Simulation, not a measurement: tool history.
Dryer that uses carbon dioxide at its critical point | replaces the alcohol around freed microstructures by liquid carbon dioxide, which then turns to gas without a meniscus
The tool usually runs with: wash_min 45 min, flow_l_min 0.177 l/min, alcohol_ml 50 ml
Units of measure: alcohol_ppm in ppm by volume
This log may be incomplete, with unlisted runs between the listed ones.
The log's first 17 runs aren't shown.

run 18 hour=547.0 | wash_min=45 flow_l_min=0.177 alcohol_ml=50 | alcohol_ppm=145
-- hour=560.6 inlet filter changed
run 19 hour=594.5 | wash_min=54 flow_l_min=0.177 alcohol_ml=50 | alcohol_ppm=113
run 20 hour=643.5 | wash_min=45 flow_l_min=0.177 alcohol_ml=29 | alcohol_ppm=124
run 21 hour=667.4 | wash_min=63 flow_l_min=0.268 alcohol_ml=57 | alcohol_ppm=108
run 22 hour=713.1 | wash_min=47 flow_l_min=0.107 alcohol_ml=61 | alcohol_ppm=567
run 23 hour=738.4 | wash_min=45 flow_l_min=0.275 alcohol_ml=96 | alcohol_ppm=114
run 24 hour=776.8 | wash_min=45 flow_l_min=0.275 alcohol_ml=96 | alcohol_ppm=117
run 25 hour=826.5 | wash_min=45 flow_l_min=0.177 alcohol_ml=101 | alcohol_ppm=179
run 26 hour=852.8 | wash_min=36 flow_l_min=0.177 alcohol_ml=76 | alcohol_ppm=304
run 27 hour=883.0 | wash_min=47 flow_l_min=0.136 alcohol_ml=50 | alcohol_ppm=235
run 28 hour=912.2 | wash_min=29 flow_l_min=0.177 alcohol_ml=34 | alcohol_ppm=413
run 29 hour=951.7 | wash_min=29 flow_l_min=0.177 alcohol_ml=34 | alcohol_ppm=410
run 30 hour=981.6 | wash_min=29 flow_l_min=0.196 alcohol_ml=34 | alcohol_ppm=327

Expected results for the next run?
run 31 hour=1025.9 | wash_min=30 flow_l_min=0.290 alcohol_ml=34 | alcohol_ppm=?

alcohol_ppm: 139 ppm by volume
The same run, on a tool lacking any hidden state, would have yielded alcohol_ppm 4 ppm by volume.

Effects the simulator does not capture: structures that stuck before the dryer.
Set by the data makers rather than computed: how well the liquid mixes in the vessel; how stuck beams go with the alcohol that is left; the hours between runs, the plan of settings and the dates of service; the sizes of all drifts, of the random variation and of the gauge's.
